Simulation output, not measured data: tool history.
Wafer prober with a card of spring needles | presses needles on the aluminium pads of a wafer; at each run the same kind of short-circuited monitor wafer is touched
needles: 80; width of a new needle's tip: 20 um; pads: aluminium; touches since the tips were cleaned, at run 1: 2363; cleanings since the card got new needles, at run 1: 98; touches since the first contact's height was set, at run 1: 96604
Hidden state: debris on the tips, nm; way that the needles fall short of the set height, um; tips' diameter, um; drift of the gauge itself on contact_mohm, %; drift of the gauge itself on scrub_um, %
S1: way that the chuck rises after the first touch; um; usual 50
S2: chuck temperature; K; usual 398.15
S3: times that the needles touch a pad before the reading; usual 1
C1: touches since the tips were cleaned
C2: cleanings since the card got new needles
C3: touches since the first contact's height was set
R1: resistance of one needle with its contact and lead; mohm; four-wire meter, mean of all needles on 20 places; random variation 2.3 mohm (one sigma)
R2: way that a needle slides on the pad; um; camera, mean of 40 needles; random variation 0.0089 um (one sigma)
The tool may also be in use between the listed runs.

run    hour  S1      S2  S3    C1   C2      C3   R1      R2
  1     0.0  50  398.15   1  2363   98   96604  326  12.835
       14.2  -- tips cleaned on abrasive film
       32.8  -- height of the first contact set anew
       36.7  -- tips cleaned on abrasive film
  2    40.7  50  398.15   1  1720  100    3367  329  12.942
       59.6  -- tips cleaned on abrasive film
       78.5  -- tips cleaned on abrasive film
  3    94.2  50  398.15   1  6834  102   26592  399  12.942
       98.4  -- tips cleaned on abrasive film
      118.8  -- tips cleaned on abrasive film
      137.7  -- tips cleaned on abrasive film
  4   149.5  50  369.15   1  5133  105   50532  380  12.898
      159.0  -- tips cleaned on abrasive film
      162.5  -- tips cleaned on abrasive film, once more
      183.2  -- tips cleaned on abrasive film
  5   187.7  66  398.15   1  1989  108   67048  303  17.003
      206.7  -- tips cleaned on abrasive film
      228.8  -- tips cleaned on abrasive film
      252.5  -- tips cleaned on abrasive film
  6   259.6  49  398.15   1  3093  111   98189  350  12.563
      271.4  -- tips cleaned on abrasive film
      289.1  -- height of the first contact set anew
      293.1  -- tips cleaned on abrasive film
      316.1  -- tips cleaned on abrasive film
  7   327.8  49  398.15   1  5093  114   16768  384  12.679
      336.4  -- tips cleaned on abrasive film
      359.3  -- tips cleaned on abrasive film
  8   365.8  49  398.15   1  2828  116   33189  347  12.665
      378.7  -- tips cleaned on abrasive film
      401.5  -- tips cleaned on abrasive film
  9   408.9  50  398.15   1  3212  118   51898  362  12.902
      423.0  -- tips cleaned on abrasive film
      445.8  -- tips cleaned on abrasive film
      467.3  -- tips cleaned on abrasive film
 10   485.0  60  398.15   1  7722  121   84895  366  15.451
      489.8  -- tips cleaned on abrasive film
      511.9  -- tips cleaned on abrasive film
      533.9  -- tips cleaned on abrasive film
      548.3  -- height of the first contact set anew
      553.1  -- tips cleaned on abrasive film
 11   557.9  60  398.15   1  2086  125    4135  315  15.548
      575.9  -- tips cleaned on abrasive film
      595.2  -- tips cleaned on abrasive film
 12   595.2  50  398.15   1     0  127   20286  275  12.916
      614.2  -- tips cleaned on abrasive film
      637.4  -- tips cleaned on abrasive film
 13   646.0  50  398.15   3  3731  129   42291  306  12.910
      659.8  -- tips cleaned on abrasive film
      682.3  -- tips cleaned on abrasive film
 14   687.3  50  398.15   1  2190  131   60211  334  12.874
      704.8  -- tips cleaned on abrasive film
      727.1  -- tips cleaned on abrasive film
      747.9  -- tips cleaned on abrasive film
 15   766.2  50  398.15   1  7971  134   94400  396  12.834
      771.0  -- tips cleaned on abrasive film
      789.9  -- tips cleaned on abrasive film
      804.3  -- height of the first contact set anew
      809.1  -- tips cleaned on abrasive film
 16   817.1  45  305.15   3  3456  137    5506  292  11.669
      830.7  -- tips cleaned on abrasive film
      852.6  -- tips cleaned on abrasive film
      875.6  -- tips cleaned on abrasive film
      894.6  -- tips cleaned on abrasive film
 17   898.2  45  305.15   3  1564  141   40639  273  11.624
      916.3  -- tips cleaned on abrasive film
 18   932.9  50  314.15   1  7220  142   55707  397  12.893
      937.7  -- tips cleaned on abrasive film
      960.2  -- tips cleaned on abrasive film
 19   969.8  50  314.15   1  4178  144   71716  367  12.875
      979.3  -- tips cleaned on abrasive film
     1002.3  -- tips cleaned on abrasive film
 20  1005.8  33  390.15   1  1506  146   87274  405   8.449
     1022.1  -- tips cleaned on abrasive film
 21  1039.6  33  390.15   1  7581  147  101940  595   8.427
     1044.4  -- tips cleaned on abrasive film
     1062.6  -- height of the first contact set anew
     1067.4  -- tips cleaned on abrasive film
     1086.5  -- tips cleaned on abrasive film
 22  1086.5  33  390.15   1     0  150   10317  298   8.536
     1109.0  -- tips cleaned on abrasive film
     1131.4  -- tips cleaned on abrasive film
     1152.4  -- tips cleaned on abrasive film
 23  1152.4  57  398.15   2     0  153   38850  267  14.712
     1174.4  -- tips cleaned on abrasive film
 24  1190.7  44  398.15   2  7111  154   55489  373  11.356
     1194.8  -- tips cleaned on abrasive film
     1217.2  -- tips cleaned on abrasive film
     1236.1  -- tips cleaned on abrasive film
     1258.4  -- tips cleaned on abrasive film
 25  1261.9  50  373.15   1  1510  158   86302  333  12.838
     1280.6  -- tips cleaned on abrasive film
     1303.7  -- tips cleaned on abrasive film
 26  1307.5  41  306.15   2  1678  160  106085  299  10.499
     1320.1  -- height of the first contact set anew
     1324.9  -- tips cleaned on abrasive film
     1347.7  -- tips cleaned on abrasive film
     1368.9  -- tips cleaned on abrasive film
     1390.8  -- tips cleaned on abrasive film
 27  1390.8  41  389.15   2     0  164   30580  275  10.579
     1414.4  -- tips cleaned on abrasive film
     1433.6  -- tips cleaned on abrasive film
 28  1433.6  39  350.15   3     0  166   49137  268  10.041
     1456.6  -- tips cleaned on abrasive film
     1475.5  -- tips cleaned on abrasive film
 29  1476.5  37  380.15   1   405  168   67721  318   9.497

Forecast each of these 3 alternatives for the next run:
     1495.4  -- tips cleaned on abrasive film
     1518.8  -- tips cleaned on abrasive film
  A  1534.5  37  316.15   3  6850  170  92906   ?   ?
     1495.4  -- tips cleaned on abrasive film
     1518.8  -- tips cleaned on abrasive film
  B  1534.5  43  304.15   1  6850  170  92906   ?   ?
     1495.4  -- tips cleaned on abrasive film
     1518.8  -- tips cleaned on abrasive film
  C  1534.5  50  308.15   1  6850  170  92906   ?   ?

run   R1      R2
  A  351   9.474
  B  465  11.010
  C  407  12.829
Without the tool's hidden state the same runs would have given:
run   R1      R2
  A  243   9.601
  B  239  11.136
  C  237  12.956
